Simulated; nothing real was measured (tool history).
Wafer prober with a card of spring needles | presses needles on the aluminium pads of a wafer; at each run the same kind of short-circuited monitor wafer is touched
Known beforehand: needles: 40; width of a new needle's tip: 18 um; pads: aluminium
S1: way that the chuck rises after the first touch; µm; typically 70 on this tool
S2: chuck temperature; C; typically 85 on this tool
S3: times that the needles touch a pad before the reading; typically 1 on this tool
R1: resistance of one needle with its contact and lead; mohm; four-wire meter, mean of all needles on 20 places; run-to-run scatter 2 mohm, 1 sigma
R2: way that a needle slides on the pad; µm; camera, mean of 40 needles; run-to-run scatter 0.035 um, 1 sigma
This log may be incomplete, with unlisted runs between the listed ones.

Run 1, hour 0: usual settings. Result: R1 221 mohm, R2 13.22 µm.
Run 2, hour 16.5: usual settings. Result: R1 217 mohm, R2 13.21 µm.
Run 3, hour 32.1: usual settings. Result: R1 216 mohm, R2 13.24 µm.
Run 4, hour 51.1: usual settings but S1 64 µm. Result: R1 222 mohm, R2 12.11 µm.
Run 5, hour 62.1: usual settings. Result: R1 223 mohm, R2 13.26 µm.
Run 6, hour 73.9: usual settings but S1 66 µm. Result: R1 221 mohm, R2 12.5 µm.
Run 7, hour 91.2: usual settings but S1 66 µm. Result: R1 218 mohm, R2 12.46 µm.
Run 8, hour 102.7: usual settings but S1 66 µm. Result: R1 219 mohm, R2 12.42 µm.
Run 9, hour 124: usual settings but S1 66 µm. Result: R1 214 mohm, R2 12.46 µm.
Run 10, hour 142.4: usual settings but S1 75 µm. Result: R1 220 mohm, R2 14.11 µm.
Run 11, hour 160.7: usual settings. Result: R1 216 mohm, R2 13.19 µm.
Run 12, hour 174: usual settings. Result: R1 223 mohm, R2 13.16 µm.
Run 13, hour 185.4: usual settings. Result: R1 217 mohm, R2 13.22 µm.
Run 14, hour 206.1: usual settings. Result: R1 220 mohm, R2 13.25 µm.
Run 15, hour 220.5: usual settings but S1 74 µm, S2 34 C, S3 3. Result: R1 202 mohm, R2 13.96 µm.
Run 16, hour 232.9: usual settings but S1 57 µm, S2 36 C. Result: R1 204 mohm, R2 10.75 µm.
Run 17, hour 244.1: usual settings but S1 61 µm, S3 2. Result: R1 222 mohm, R2 11.52 µm.
Run 18, hour 259: usual settings but S1 62 µm, S2 60 C. Result: R1 215 mohm, R2 11.73 µm.
Run 19, hour 274.2: usual settings but S1 62 µm, S2 60 C. Result: R1 216 mohm, R2 11.72 µm.
Run 20, hour 284.8: usual settings but S1 62 µm, S2 60 C. Result: R1 212 mohm, R2 11.71 µm.
Run 21, hour 308.8: usual settings but S1 62 µm, S2 60 C. Result: R1 214 mohm, R2 11.72 µm.
Run 22, hour 319.8: usual settings but S1 74 µm, S2 63 C, S3 2. Result: R1 213 mohm, R2 13.98 µm.
Run 23, hour 343.2: usual settings but S1 51 µm, S2 110 C, S3 2. Result: R1 230 mohm, R2 9.59 µm.
Run 24, hour 359.2: usual settings but S1 60 µm, S2 35 C, S3 2. Result: R1 210 mohm, R2 11.32 µm.
Run 25, hour 375.2: usual settings but S1 60 µm, S2 35 C, S3 2. Result: R1 209 mohm, R2 11.35 µm.
Run 26, hour 391.3: usual settings but S1 60 µm, S2 35 C, S3 2. Result: R1 209 mohm, R2 11.3 µm.
Run 27, hour 413: usual settings but S1 60 µm, S2 35 C, S3 2. Result: R1 206 mohm, R2 11.36 µm.

The log once held 14 entries between its listed runs, left out of this copy. Where does each go, and what is different about the tool's unlogged condition between the listed run before it and the listed run after it?
Between runs 1 and 2: tips cleaned on abrasive film (hour 4.2)
  debris on the tips, nm: 1.1 -> 0.9
Between runs 3 and 4: tips cleaned on abrasive film (hour 35.6)
  debris on the tips, nm: 1.2 -> 1
Between runs 5 and 6: tips cleaned on abrasive film (hour 66.3)
  debris on the tips, nm: 1.2 -> 0.8
Between runs 7 and 8: tips cleaned on abrasive film (hour 96.4)
  debris on the tips, nm: 1.2 -> 0.7
Between runs 9 and 10: tips cleaned on abrasive film (hour 126.4)
  debris on the tips, nm: 1.2 -> 1
Between runs 10 and 11: tips cleaned on abrasive film (hour 158)
  debris on the tips, nm: 1 -> 0.4
Between runs 13 and 14: tips cleaned on abrasive film (hour 188.3)
  debris on the tips, nm: 1.2 -> 1.1
Between runs 14 and 15: tips cleaned on abrasive film (hour 218.3)
  debris on the tips, nm: 1.1 -> 0.3
Between runs 17 and 18: tips cleaned on abrasive film (hour 248.5)
  debris on the tips, nm: 1.1 -> 0.9
Between runs 19 and 20: tips cleaned on abrasive film (hour 280.1)
  debris on the tips, nm: 1.2 -> 0.6; way that the needles fall short of the set height, um: 0 -> 0.01
Between runs 21 and 22: tips cleaned on abrasive film (hour 310.6)
  debris on the tips, nm: 1.2 -> 0.8
Between runs 22 and 23: tips cleaned on abrasive film (hour 341.3)
  debris on the tips, nm: 0.8 -> 0.3
Between runs 24 and 25: tips cleaned on abrasive film (hour 371.6)
  debris on the tips, nm: 1.1 -> 0.4
Between runs 26 and 27: tips cleaned on abrasive film (hour 402.5)
  debris on the tips, nm: 1.1 -> 0.9

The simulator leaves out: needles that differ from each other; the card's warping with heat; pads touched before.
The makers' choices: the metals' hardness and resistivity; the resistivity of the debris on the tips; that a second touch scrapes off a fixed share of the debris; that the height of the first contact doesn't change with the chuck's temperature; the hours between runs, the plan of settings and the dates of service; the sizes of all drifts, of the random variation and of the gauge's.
